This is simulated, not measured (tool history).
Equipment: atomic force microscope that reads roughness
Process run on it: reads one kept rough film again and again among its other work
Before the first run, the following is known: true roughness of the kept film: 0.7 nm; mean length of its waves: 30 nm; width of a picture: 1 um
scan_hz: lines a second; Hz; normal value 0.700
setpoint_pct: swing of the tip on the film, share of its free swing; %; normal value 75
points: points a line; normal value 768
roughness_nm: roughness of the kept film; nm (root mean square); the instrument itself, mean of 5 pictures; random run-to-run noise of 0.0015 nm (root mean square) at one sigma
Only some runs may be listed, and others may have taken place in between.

| run | hour | scan_hz | setpoint_pct | points | roughness_nm |
|---|---|---|---|---|---|
| 1 | 0.0 | 0.700 | 75 | 768 | 0.635 |
|  | 8.6 | new tip fitted |
| 2 | 11.9 | 0.700 | 68 | 768 | 0.661 |
| 3 | 21.0 | 0.700 | 75 | 768 | 0.653 |
| 4 | 29.7 | 0.700 | 75 | 768 | 0.653 |
| 5 | 35.9 | 0.700 | 75 | 768 | 0.651 |
| 6 | 46.2 | 0.700 | 75 | 768 | 0.650 |
|  | 47.7 | height scale calibrated on a step standard |
| 7 | 56.2 | 0.700 | 75 | 768 | 0.649 |
| 8 | 66.8 | 0.700 | 75 | 768 | 0.650 |
| 9 | 73.0 | 0.700 | 75 | 768 | 0.651 |
|  | 82.3 | height scale calibrated on a step standard, once more |
| 10 | 83.9 | 0.700 | 75 | 768 | 0.646 |
| 11 | 88.7 | 1.386 | 60 | 768 | 0.647 |
| 12 | 98.9 | 0.700 | 66 | 936 | 0.651 |
| 13 | 109.7 | 0.700 | 66 | 936 | 0.649 |
| 14 | 114.5 | 1.896 | 80 | 936 | 0.588 |
| 15 | 124.6 | 2.786 | 67 | 465 | 0.604 |

Forecast run 16:
| 16 | 130.3 | 2.786 | 67 | 465 | ? |

roughness_nm: 0.603 nm (root mean square)
Take away the tool's hidden state, keep the run-to-run variation as it was, and the same run would have given roughness_nm 0.619 nm (root mean square).

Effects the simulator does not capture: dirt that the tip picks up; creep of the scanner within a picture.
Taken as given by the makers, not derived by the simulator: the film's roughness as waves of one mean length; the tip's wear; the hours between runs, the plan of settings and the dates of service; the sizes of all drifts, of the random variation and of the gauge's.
